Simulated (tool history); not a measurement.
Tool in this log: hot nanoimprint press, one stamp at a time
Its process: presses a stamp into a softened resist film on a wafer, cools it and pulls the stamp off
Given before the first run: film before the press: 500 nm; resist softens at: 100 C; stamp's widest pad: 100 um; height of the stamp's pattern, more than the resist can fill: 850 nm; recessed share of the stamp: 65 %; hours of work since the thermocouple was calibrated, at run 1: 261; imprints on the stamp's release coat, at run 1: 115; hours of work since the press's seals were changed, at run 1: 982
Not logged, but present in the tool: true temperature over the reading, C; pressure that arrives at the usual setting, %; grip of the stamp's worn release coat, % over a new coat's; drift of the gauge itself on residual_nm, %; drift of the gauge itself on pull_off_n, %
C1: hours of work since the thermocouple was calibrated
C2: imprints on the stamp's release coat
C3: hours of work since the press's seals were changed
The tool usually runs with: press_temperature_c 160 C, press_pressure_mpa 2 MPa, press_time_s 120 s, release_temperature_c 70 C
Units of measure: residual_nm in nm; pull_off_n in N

{"run": 1, "hour": 0.0, "press_temperature_c": 160, "press_pressure_mpa": 2, "press_time_s": 120, "release_temperature_c": 70, "C1": 261, "C2": 115, "C3": 982, "residual_nm": 231.9, "pull_off_n": 208}
{"run": 2, "hour": 19.7, "press_temperature_c": 160, "press_pressure_mpa": 2, "press_time_s": 120, "release_temperature_c": 70, "C1": 273, "C2": 206, "C3": 994, "residual_nm": 229.1, "pull_off_n": 209}
{"run": 3, "hour": 50.6, "press_temperature_c": 160, "press_pressure_mpa": 2, "press_time_s": 120, "release_temperature_c": 70, "C1": 292, "C2": 349, "C3": 1013, "residual_nm": 231.5, "pull_off_n": 214}
{"run": 4, "hour": 78.6, "press_temperature_c": 160, "press_pressure_mpa": 2, "press_time_s": 194, "release_temperature_c": 70, "C1": 309, "C2": 479, "C3": 1030, "residual_nm": 194.3, "pull_off_n": 212}
{"run": 5, "hour": 96.2, "press_temperature_c": 160, "press_pressure_mpa": 2.83, "press_time_s": 120, "release_temperature_c": 70, "C1": 320, "C2": 561, "C3": 1041, "residual_nm": 197.4, "pull_off_n": 214}
{"run": 6, "hour": 119.9, "press_temperature_c": 160, "press_pressure_mpa": 2.83, "press_time_s": 120, "release_temperature_c": 70, "C1": 334, "C2": 670, "C3": 1055, "residual_nm": 196, "pull_off_n": 215}
{"run": 7, "hour": 146.5, "press_temperature_c": 160, "press_pressure_mpa": 2, "press_time_s": 120, "release_temperature_c": 70, "C1": 350, "C2": 794, "C3": 1072, "residual_nm": 233.3, "pull_off_n": 212}
{"hour": 179.5, "done": "plate thermocouple calibrated"}
{"run": 8, "hour": 188.9, "press_temperature_c": 160, "press_pressure_mpa": 2, "press_time_s": 120, "release_temperature_c": 70, "C1": 6, "C2": 977, "C3": 1096, "residual_nm": 232.3, "pull_off_n": 212}
{"run": 9, "hour": 210.8, "press_temperature_c": 160, "press_pressure_mpa": 2, "press_time_s": 166, "release_temperature_c": 70, "C1": 19, "C2": 1078, "C3": 1109, "residual_nm": 205.3, "pull_off_n": 211}
{"run": 10, "hour": 232.9, "press_temperature_c": 160, "press_pressure_mpa": 2, "press_time_s": 62, "release_temperature_c": 69, "C1": 33, "C2": 1181, "C3": 1123, "residual_nm": 286.3, "pull_off_n": 223}
{"hour": 250.3, "done": "press's hydraulic seals changed and the load cell set to zero"}
{"run": 11, "hour": 262.6, "press_temperature_c": 154, "press_pressure_mpa": 1.23, "press_time_s": 62, "release_temperature_c": 59, "C1": 46, "C2": 1281, "C3": 8, "residual_nm": 419, "pull_off_n": 274}
{"hour": 275.1, "done": "stamp cleaned and given a new release coat"}
{"run": 12, "hour": 296.5, "press_temperature_c": 154, "press_pressure_mpa": 1.23, "press_time_s": 62, "release_temperature_c": 59, "C1": 63, "C2": 99, "C3": 25, "residual_nm": 423.3, "pull_off_n": 269}
{"run": 13, "hour": 319.7, "press_temperature_c": 154, "press_pressure_mpa": 1.23, "press_time_s": 62, "release_temperature_c": 59, "C1": 77, "C2": 207, "C3": 39, "residual_nm": 424.3, "pull_off_n": 269}
{"run": 14, "hour": 348.4, "press_temperature_c": 158, "press_pressure_mpa": 1.35, "press_time_s": 62, "release_temperature_c": 71, "C1": 95, "C2": 340, "C3": 57, "residual_nm": 363.6, "pull_off_n": 212}
{"run": 15, "hour": 365.6, "press_temperature_c": 158, "press_pressure_mpa": 1.35, "press_time_s": 62, "release_temperature_c": 71, "C1": 106, "C2": 419, "C3": 67, "residual_nm": 363.9, "pull_off_n": 200}
{"run": 16, "hour": 393.3, "press_temperature_c": 158, "press_pressure_mpa": 1.76, "press_time_s": 139, "release_temperature_c": 75, "C1": 123, "C2": 548, "C3": 84, "residual_nm": 260.6, "pull_off_n": 188}
{"run": 17, "hour": 413.6, "press_temperature_c": 169, "press_pressure_mpa": 1.49, "press_time_s": 133, "release_temperature_c": 75, "C1": 135, "C2": 642, "C3": 97, "residual_nm": 153.5, "pull_off_n": 182}

Forecast run 18:
{"run": 18, "hour": 450.5, "press_temperature_c": 169, "press_pressure_mpa": 1.49, "press_time_s": 133, "release_temperature_c": 75, "C1": 158, "C2": 813, "C3": 119, "residual_nm": "?", "pull_off_n": "?"}

Run 18 produced residual_nm 155.1 nm, pull_off_n 181 N.
If the tool had no hidden condition, the same run with the same run-to-run variation would have returned residual_nm 155.3 nm, pull_off_n 179 N.
